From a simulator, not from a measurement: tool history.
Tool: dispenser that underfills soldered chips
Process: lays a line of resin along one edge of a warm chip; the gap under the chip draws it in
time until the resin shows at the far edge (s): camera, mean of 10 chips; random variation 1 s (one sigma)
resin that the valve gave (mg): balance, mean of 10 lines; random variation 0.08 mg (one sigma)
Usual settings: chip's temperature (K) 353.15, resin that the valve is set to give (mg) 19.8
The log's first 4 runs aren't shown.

| run | hour | chip's temperature (K) | resin that the valve is set to give (mg) | hours of work since the syringe was changed | hours of work since the valve was cleaned | hours of work since the stage was calibrated | time until the resin shows at the far edge (s) | resin that the valve gave (mg) |
|---|---|---|---|---|---|---|---|---|
|  | 28.7 | new syringe of resin |
| 5 | 33.6 | 353.15 | 17.6 | 3 | 66 | 101 | 109.8 | 16.73 |
|  | 37.3 | new syringe of resin |
| 6 | 41.6 | 353.15 | 17.6 | 3 | 71 | 106 | 109.0 | 16.68 |
|  | 45.9 | new syringe of resin |
|  | 54.5 | new syringe of resin |
| 7 | 54.8 | 359.15 | 17.6 | 0 | 80 | 115 | 83.2 | 16.62 |
|  | 56.5 | dispensing valve cleaned and set on the balance |
|  | 63.9 | new syringe of resin |
| 8 | 64.6 | 359.15 | 17.6 | 1 | 5 | 121 | 83.0 | 17.43 |
|  | 72.1 | new syringe of resin |
| 9 | 72.1 | 359.15 | 17.6 | 0 | 10 | 126 | 83.3 | 17.37 |
|  | 80.5 | new syringe of resin |
| 10 | 80.9 | 353.15 | 19.8 | 0 | 16 | 132 | 96.8 | 19.45 |
|  | 88.7 | new syringe of resin |
| 11 | 88.9 | 353.15 | 19.8 | 0 | 21 | 137 | 96.5 | 19.43 |
|  | 97.5 | new syringe of resin |
| 12 | 100.7 | 353.15 | 19.8 | 2 | 29 | 145 | 106.2 | 19.35 |
|  | 105.7 | new syringe of resin |
| 13 | 107.3 | 353.15 | 16.8 | 1 | 34 | 149 | 103.7 | 16.20 |
|  | 114.1 | new syringe of resin |
| 14 | 115.6 | 353.15 | 19.8 | 1 | 39 | 155 | 99.5 | 19.06 |
|  | 122.3 | new syringe of resin |
| 15 | 124.0 | 353.15 | 22.4 | 1 | 45 | 160 | 98.1 | 21.47 |
|  | 130.6 | new syringe of resin |
| 16 | 135.0 | 353.15 | 22.4 | 3 | 52 | 168 | 106.9 | 21.32 |
|  | 138.8 | new syringe of resin |
|  | 146.9 | new syringe of resin |
| 17 | 146.9 | 342.15 | 25.1 | 0 | 60 | 176 | 135.9 | 23.84 |
|  | 155.3 | new syringe of resin |
| 18 | 159.3 | 342.15 | 25.1 | 3 | 68 | 184 | 145.7 | 23.67 |
|  | 163.5 | new syringe of resin |
| 19 | 168.5 | 361.15 | 22.2 | 3 | 74 | 190 | 84.2 | 20.75 |
|  | 171.9 | new syringe of resin |
|  | 178.7 | dispensing valve cleaned and set on the balance |
| 20 | 179.8 | 361.15 | 22.2 | 5 | 1 | 197 | 88.3 | 22.43 |

The next listed run, before its measurement:
|  | 182.1 | new syringe of resin |
|  | 190.3 | new syringe of resin |
| 21 | 193.2 | 350.15 | 25.5 | 2 | 10 | 206 | ? | ? |

{"run 21": {"time until the resin shows at the far edge (s)": 115.1, "resin that the valve gave (mg)": 25.46}}
Without the tool's hidden state the same run would have given time until the resin shows at the far edge (s) 104.4, resin that the valve gave (mg) 25.60.
